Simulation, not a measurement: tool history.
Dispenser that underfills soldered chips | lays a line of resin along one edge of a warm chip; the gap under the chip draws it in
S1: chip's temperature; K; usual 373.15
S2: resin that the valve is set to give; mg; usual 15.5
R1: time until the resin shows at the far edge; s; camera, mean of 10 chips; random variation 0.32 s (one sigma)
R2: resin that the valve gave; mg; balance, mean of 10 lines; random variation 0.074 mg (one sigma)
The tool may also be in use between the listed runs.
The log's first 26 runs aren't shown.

run   hour      S1    S2    R1     R2
     267.2  -- new syringe of resin
 27  269.3  382.15  15.5   8.3   14.9
     280.9  -- new syringe of resin
 28  284.7  365.15    14  17.2  13.45
     295.2  -- new syringe of resin
 29  296.1  358.15  18.6  19.7  17.51
 30  302.5  358.15  18.6    26  17.43
     309.2  -- new syringe of resin
 31  314.5  373.15  15.9  13.9  14.94
     323.3  -- new syringe of resin
 32  323.3  373.15  15.9  10.4  14.68
 33  334.2  373.15  19.7  17.7   18.1
     337.1  -- new syringe of resin
     345.7  -- dispensing valve cleaned and set on the balance
 34  348.3  373.15  19.7    17  19.82

5 ways to go on from here, each from the tool as it stands after run 34. What would each give?
     352.2  -- new syringe of resin
  A  359.1  373.15  19.1   ?   ?
     352.2  -- new syringe of resin
  B  359.1  360.15  19.7   ?   ?
     352.2  -- new syringe of resin
  C  359.1  382.15  18.4   ?   ?
     352.2  -- new syringe of resin
  D  359.1  381.15  19.7   ?   ?
     352.2  -- new syringe of resin
  E  359.1  369.15  17.2   ?   ?

run    R1     R2
  A  14.5  18.89
  B    23  19.61
  C  10.4  18.26
  D  10.7  19.59
  E  17.2  17.04
Without the tool's hidden state the same runs would have given:
run    R1     R2
  A   9.6  19.02
  B  15.1  19.75
  C     7  18.39
  D   7.1  19.73
  E  11.5  17.16
